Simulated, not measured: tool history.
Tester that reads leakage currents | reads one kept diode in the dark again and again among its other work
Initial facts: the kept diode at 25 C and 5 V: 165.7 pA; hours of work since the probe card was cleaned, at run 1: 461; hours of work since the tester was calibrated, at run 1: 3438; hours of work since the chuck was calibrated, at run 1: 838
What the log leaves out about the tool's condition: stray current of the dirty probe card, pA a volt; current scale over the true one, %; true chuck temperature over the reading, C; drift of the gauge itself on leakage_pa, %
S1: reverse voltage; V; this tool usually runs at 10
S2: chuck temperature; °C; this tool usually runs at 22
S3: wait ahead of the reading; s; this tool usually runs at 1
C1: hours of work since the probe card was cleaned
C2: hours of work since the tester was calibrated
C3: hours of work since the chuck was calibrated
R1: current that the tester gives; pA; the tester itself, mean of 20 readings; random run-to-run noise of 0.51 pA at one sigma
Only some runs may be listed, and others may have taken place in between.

run	hour	S1	S2	S3	C1	C2	C3	R1
1	0	10	22	1	461	3438	838	192.73
2	163.2	10	22	1	544	3521	921	195.43
3	263.1	4.1	22	1	595	3572	971	139.41
4	357.3	4.1	22	1	643	3619	1019	140.05
5	436.6	4.1	22	1	683	3660	1060	140.91
6	613.3	4.1	37	1	773	3750	1149	467.2
7	726	4.1	37	1	830	3807	1207	468.52
8	895.5	4.1	37	1	916	3893	1293	474.88
9	978.2	4.1	37	1	959	3935	1335	475.77
# hour 1117.8: tester calibrated
10	1124	12.1	29	3.26	1032	3	1408	384.3
11	1291.3	10.1	52	0.87	1117	88	1493	1955.38
12	1381.7	10.1	52	0.87	1163	134	1539	1962.22
# hour 1502.8: chuck's temperature calibrated
13	1511.3	3.6	26	0.33	1227	199	4	165.96
14	1664.1	7.2	38	4.93	1305	277	82	547.5
15	1778.3	7.2	53	5.37	1363	335	140	1623.41
16	1857.2	5.6	22	1	1403	375	180	144.56
17	1989.9	1.2	28	0.47	1471	442	248	130.04
18	2074.6	1.2	28	0.47	1514	485	291	130.45

What would each run have given without the hidden state, its run-to-run variation left as it was?
run	R1
1	169.16
2	169.21
3	120.81
4	120.59
5	120.63
6	404
7	402.44
8	403.98
9	402.68
10	321.48
11	1689.08
12	1686.85
13	162.52
14	535.75
15	1593.94
16	135.86
17	125.16
18	124.94
